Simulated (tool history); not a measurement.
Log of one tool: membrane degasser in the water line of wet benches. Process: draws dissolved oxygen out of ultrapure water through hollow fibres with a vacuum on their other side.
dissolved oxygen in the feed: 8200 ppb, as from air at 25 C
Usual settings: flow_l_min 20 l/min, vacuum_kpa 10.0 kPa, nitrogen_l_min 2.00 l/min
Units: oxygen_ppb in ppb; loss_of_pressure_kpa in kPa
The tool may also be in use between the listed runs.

run,hour,flow_l_min,vacuum_kpa,nitrogen_l_min,oxygen_ppb,loss_of_pressure_kpa
1,0.0,20,10.0,2.00,162.5,67.62
2,257.3,20,10.0,0.92,324.2,67.75
# hour 342.9: vacuum gauge calibrated
3,493.1,20,9.1,2.00,146.4,67.22
4,633.0,20,12.2,2.00,215.4,67.36
5,950.3,20,12.2,2.00,214.7,68.17
6,1256.2,20,10.0,2.00,168.5,68.28
7,1572.8,20,22.7,2.00,447.5,68.59
8,1845.9,20,10.0,2.00,168.6,68.17
# hour 1948.6: vacuum gauge calibrated, once more
9,2092.7,20,10.0,1.74,184.3,68.81
10,2408.9,20,10.0,2.59,131.3,68.41
11,2694.3,20,7.6,2.00,109.3,69.05
12,2873.9,20,7.6,2.00,108.9,69.15
13,3043.6,20,7.6,2.00,110.9,69.16
14,3362.8,20,7.6,2.00,111.6,69.60
15,3643.6,20,7.6,2.00,109.0,69.70
16,3939.2,20,10.0,1.00,301.1,69.42
17,4187.9,20,10.0,4.28,86.0,69.95
18,4405.0,16,13.9,2.00,207.2,56.02
19,4596.6,29,13.9,5.59,169.4,101.53
20,4759.0,21,24.2,2.04,491.4,73.48
21,4912.9,20,6.2,1.48,102.3,70.15
22,5153.8,21,18.0,3.29,234.1,73.88
23,5406.9,21,18.0,3.29,232.1,74.26
24,5610.4,20,16.4,5.38,128.3,71.14
25,5835.1,20,16.4,5.38,128.4,70.88
26,6008.1,16,21.6,1.15,564.3,56.78
27,6290.0,15,18.4,4.54,123.4,53.24
# hour 6335.6: vacuum gauge calibrated
28,6580.6,21,20.4,2.37,359.2,74.93
29,6890.8,20,10.0,1.71,191.8,71.75
30,7141.4,16,19.3,2.00,300.9,57.55
31,7330.7,16,19.3,2.00,304.0,57.46

Forecast each of these 4 alternatives for the next run:
A,7582.8,20,17.1,1.66,?,?
B,7582.8,16,10.0,1.08,?,?
C,7582.8,16,19.3,4.02,?,?
D,7582.8,20,10.0,2.70,?,?

run,oxygen_ppb,loss_of_pressure_kpa
A,382.1,72.42
B,234.9,57.53
C,161.9,57.94
D,130.1,71.92
Without the tool's hidden state the same runs would have given:
run,oxygen_ppb,loss_of_pressure_kpa
A,372.7,64.89
B,229.0,51.54
C,157.2,51.92
D,123.1,64.43
